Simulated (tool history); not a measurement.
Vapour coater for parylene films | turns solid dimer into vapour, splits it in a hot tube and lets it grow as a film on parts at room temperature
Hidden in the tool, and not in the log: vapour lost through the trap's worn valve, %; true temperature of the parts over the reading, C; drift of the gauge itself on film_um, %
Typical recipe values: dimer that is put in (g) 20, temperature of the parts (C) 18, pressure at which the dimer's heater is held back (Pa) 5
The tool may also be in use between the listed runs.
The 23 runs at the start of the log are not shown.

run,hour,dimer that is put in (g),temperature of the parts (C),pressure at which the dimer's heater is held back (Pa),hours of work since the trap's valve was overhauled,hours of work since the table's thermometer was calibrated,thickness of the film (um)
24,307.8,20,23,5,632,404,4.05
25,316.8,20,15,5,639,411,4.66
26,329,16,27,5,649,420,3.04
27,339.9,14,12,3.03,657,428,3.56
28,353.3,13,18,5,667,439,2.85
29,362.9,13,13,6.16,674,446,3.12
30,371.9,13,13,6.16,681,453,3.09
31,379.8,13,13,3.57,687,459,3.19
32,387.4,23,18,4.95,693,465,5.11
# hour 392.2: trap's valve overhauled
33,406.9,23,18,4.95,11,476,5.11
34,420.3,11,29,9.35,21,487,1.95
35,432.5,19,14,10.02,31,496,4.33
36,444.9,19,18,6.29,40,505,4.2
37,457.2,19,18,6.29,50,515,4.16
38,466.1,19,18,6.29,56,522,4.16
39,481.4,20,23,5,68,533,4.09
40,492.9,20,23,5,77,542,4.06
41,504.3,18,11,2.49,85,551,4.7
42,512.7,20,18,4.47,92,557,4.53
43,520.6,12,18,5,98,563,2.69
44,537.7,10,17,4.3,111,576,2.29
45,547.9,35,20,5.97,119,584,7.45
46,557.2,10,16,5,126,591,2.32
47,569.1,8,12,4.88,135,600,1.97

Below are 4 alternative next runs, each starting from the tool's condition after run 47. Predict each:
A,583.3,29,22,5.09,146,611,?
B,583.3,16,29,2.34,146,611,?
C,583.3,16,18,4.57,146,611,?
D,583.3,8,25,8.8,146,611,?

run,thickness of the film (um)
A,6.01
B,3.07
C,3.55
D,1.54
Take away the tool's hidden state, keep each run's random variation, and the runs would have read:
run,thickness of the film (um)
A,6.01
B,3.07
C,3.56
D,1.54

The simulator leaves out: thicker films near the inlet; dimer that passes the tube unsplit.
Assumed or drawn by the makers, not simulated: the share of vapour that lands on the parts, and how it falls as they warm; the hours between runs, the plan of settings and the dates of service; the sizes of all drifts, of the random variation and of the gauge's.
